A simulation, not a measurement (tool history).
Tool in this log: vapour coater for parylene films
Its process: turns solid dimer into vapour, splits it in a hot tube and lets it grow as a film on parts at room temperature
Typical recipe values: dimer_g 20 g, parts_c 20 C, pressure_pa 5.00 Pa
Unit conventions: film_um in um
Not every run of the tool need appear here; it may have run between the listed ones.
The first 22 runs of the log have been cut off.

Run 23, hour 649.2: usual settings but dimer_g 9 g. Result: film_um 2.84 um.
Run 24, hour 667.3: usual settings but dimer_g 9 g. Result: film_um 2.75 um.
Run 25, hour 701.6: usual settings but dimer_g 31 g, parts_c 15 C. Result: film_um 10.82 um.
Run 26, hour 730.7: usual settings but dimer_g 31 g, parts_c 15 C. Result: film_um 10.82 um.
Run 27, hour 770.3: usual settings but dimer_g 33 g, parts_c 21 C. Result: film_um 9.73 um.
Run 28, hour 793.8: usual settings but dimer_g 28 g, pressure_pa 2.17 Pa. Result: film_um 9.71 um.
At hour 813.7: table's thermometer calibrated.
Run 29, hour 817.4: usual settings but parts_c 27 C, pressure_pa 8.57 Pa. Result: film_um 4.59 um.
Run 30, hour 833.8: usual settings but parts_c 27 C, pressure_pa 8.57 Pa. Result: film_um 4.66 um.
Run 31, hour 871.0: usual settings but dimer_g 22 g, parts_c 28 C, pressure_pa 8.57 Pa. Result: film_um 4.99 um.
Run 32, hour 890.8: usual settings but dimer_g 24 g, parts_c 13 C, pressure_pa 2.46 Pa. Result: film_um 9.48 um.
Run 33, hour 928.0: usual settings but dimer_g 26 g, parts_c 26 C, pressure_pa 9.37 Pa. Result: film_um 6.00 um.
Run 34, hour 947.5: usual settings but dimer_g 26 g, parts_c 14 C, pressure_pa 2.12 Pa. Result: film_um 10.17 um.
Run 35, hour 982.7: usual settings but dimer_g 11 g, parts_c 14 C, pressure_pa 3.56 Pa. Result: film_um 3.97 um.
Run 36, hour 1017.9: usual settings but dimer_g 14 g, parts_c 18 C, pressure_pa 2.70 Pa. Result: film_um 4.77 um.
Run 37, hour 1042.7: usual settings but dimer_g 14 g, parts_c 18 C, pressure_pa 2.70 Pa. Result: film_um 4.76 um.
Run 38, hour 1072.6: usual settings but dimer_g 14 g, parts_c 18 C, pressure_pa 2.70 Pa. Result: film_um 4.71 um.
Run 39, hour 1107.7: usual settings but dimer_g 14 g, parts_c 16 C, pressure_pa 7.35 Pa. Result: film_um 4.23 um.
Run 40, hour 1143.9: usual settings but parts_c 15 C, pressure_pa 9.85 Pa. Result: film_um 5.97 um.
Run 41, hour 1181.5: usual settings but dimer_g 10 g, parts_c 22 C, pressure_pa 2.95 Pa. Result: film_um 2.98 um.
Run 42, hour 1201.2: usual settings but dimer_g 17 g, parts_c 19 C, pressure_pa 4.41 Pa. Result: film_um 5.11 um.
At hour 1229.0: trap's valve overhauled.
Run 43, hour 1232.2: usual settings but dimer_g 21 g, parts_c 15 C, pressure_pa 4.71 Pa. Result: film_um 7.62 um.
Run 44, hour 1251.3: usual settings but dimer_g 18 g, parts_c 12 C, pressure_pa 7.40 Pa. Result: film_um 6.58 um.

Alternative continuations, all from the tool just after run 44; predict every row:
Run A, hour 1289.3: usual settings but dimer_g 18 g, parts_c 12 C, pressure_pa 2.33 Pa. Result: film_um ?.
Run B, hour 1289.3: usual settings but parts_c 16 C. Result: film_um ?.
Run C, hour 1289.3: usual settings but dimer_g 9 g, parts_c 13 C, pressure_pa 4.10 Pa. Result: film_um ?.
Run D, hour 1289.3: usual settings but dimer_g 18 g, parts_c 17 C, pressure_pa 2.58 Pa. Result: film_um ?.

run  film_um
  A     7.74
  B     7.00
  C     3.51
  D     6.79
Stripped of hidden state, with their random variation kept, the same runs would have yielded:
run  film_um
  A     7.76
  B     7.01
  C     3.52
  D     6.80
